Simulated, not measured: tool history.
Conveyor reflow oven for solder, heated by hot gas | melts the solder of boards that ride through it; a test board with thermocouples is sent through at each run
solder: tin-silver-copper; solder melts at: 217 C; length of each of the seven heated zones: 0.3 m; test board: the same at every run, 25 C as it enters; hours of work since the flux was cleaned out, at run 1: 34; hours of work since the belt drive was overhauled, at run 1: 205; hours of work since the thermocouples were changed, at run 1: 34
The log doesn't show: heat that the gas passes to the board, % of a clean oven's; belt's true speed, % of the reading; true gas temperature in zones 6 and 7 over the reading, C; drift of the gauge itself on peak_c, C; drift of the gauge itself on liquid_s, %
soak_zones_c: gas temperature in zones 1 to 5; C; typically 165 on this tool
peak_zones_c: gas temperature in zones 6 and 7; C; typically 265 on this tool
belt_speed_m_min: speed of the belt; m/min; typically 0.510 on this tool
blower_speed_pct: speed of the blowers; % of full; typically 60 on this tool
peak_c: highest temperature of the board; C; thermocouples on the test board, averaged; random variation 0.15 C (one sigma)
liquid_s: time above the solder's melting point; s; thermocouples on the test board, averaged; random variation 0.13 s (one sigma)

| run | day | soak_zones_c | peak_zones_c | belt_speed_m_min | blower_speed_pct | hours of work since the flux was cleaned out | hours of work since the belt drive was overhauled | hours of work since the thermocouples were changed | peak_c | liquid_s |
|---|---|---|---|---|---|---|---|---|---|---|
| 1 | 0.000 | 165 | 265 | 0.510 | 60 | 34 | 205 | 34 | 249.5 | 48.6 |
| 2 | 1.592 | 165 | 265 | 0.510 | 60 | 50 | 221 | 50 | 249.4 | 48.2 |
| 3 | 3.850 | 165 | 265 | 0.510 | 60 | 73 | 244 | 73 | 249.5 | 48.3 |
| 4 | 6.712 | 165 | 265 | 0.510 | 60 | 102 | 273 | 102 | 249.3 | 48.4 |
| 5 | 8.929 | 165 | 265 | 0.510 | 60 | 124 | 295 | 124 | 249.1 | 48.3 |
| 6 | 10.200 | 176 | 265 | 0.510 | 60 | 137 | 308 | 137 | 251.2 | 53.5 |
| 7 | 12.042 | 176 | 265 | 0.510 | 60 | 155 | 326 | 155 | 251.3 | 53.3 |
| 8 | 14.362 | 176 | 265 | 0.510 | 60 | 179 | 350 | 179 | 251.2 | 53.4 |
| 9 | 15.812 | 176 | 265 | 0.510 | 60 | 193 | 364 | 193 | 250.8 | 53.2 |
| 10 | 18.300 | 176 | 253 | 0.510 | 60 | 218 | 389 | 218 | 240.4 | 44.8 |
| 11 | 20.117 | 165 | 265 | 0.510 | 60 | 237 | 408 | 237 | 249.0 | 48.1 |
| 12 | 21.342 | 165 | 265 | 0.510 | 60 | 249 | 420 | 249 | 249.2 | 48.1 |
| 13 | 23.733 | 165 | 265 | 0.510 | 60 | 273 | 444 | 273 | 249.1 | 48.3 |
|  | 25.454 | flux residue cleaned out of gas plates and filters |
| 14 | 26.138 | 165 | 265 | 0.435 | 60 | 7 | 466 | 295 | 255.1 | 63.3 |
| 15 | 27.838 | 165 | 265 | 0.435 | 60 | 24 | 483 | 312 | 255.3 | 63.3 |
| 16 | 30.433 | 165 | 265 | 0.435 | 60 | 50 | 509 | 338 | 255.1 | 63.2 |
| 17 | 33.371 | 164 | 265 | 0.510 | 88 | 80 | 539 | 368 | 255.3 | 54.1 |
| 18 | 36.054 | 160 | 258 | 0.439 | 60 | 107 | 566 | 395 | 247.8 | 55.5 |
| 19 | 37.996 | 160 | 258 | 0.439 | 60 | 126 | 585 | 414 | 247.9 | 55.2 |
| 20 | 39.467 | 160 | 258 | 0.439 | 60 | 141 | 600 | 429 | 247.7 | 55.4 |
| 21 | 41.988 | 165 | 269 | 0.425 | 81 | 166 | 626 | 454 | 262.7 | 70.6 |
| 22 | 43.950 | 165 | 269 | 0.425 | 81 | 186 | 645 | 474 | 262.8 | 70.8 |
| 23 | 45.179 | 165 | 269 | 0.425 | 81 | 198 | 658 | 487 | 262.5 | 70.5 |
| 24 | 47.279 | 165 | 269 | 0.425 | 81 | 219 | 679 | 508 | 262.5 | 70.6 |
| 25 | 49.158 | 165 | 269 | 0.425 | 81 | 238 | 698 | 527 | 262.6 | 70.5 |
| 26 | 52.171 | 165 | 269 | 0.425 | 81 | 269 | 728 | 557 | 262.7 | 70.3 |

Predict the results of run 27:
|  | 54.329 | flux residue cleaned out of gas plates and filters |
| 27 | 54.662 | 165 | 269 | 0.425 | 81 | 3 | 751 | 580 | ? | ? |

peak_c: 264.0 C
liquid_s: 71.6 s
On a tool with no hidden condition, and with the same random variation, this run would have come out at peak_c 261.6 C, liquid_s 69.6 s.
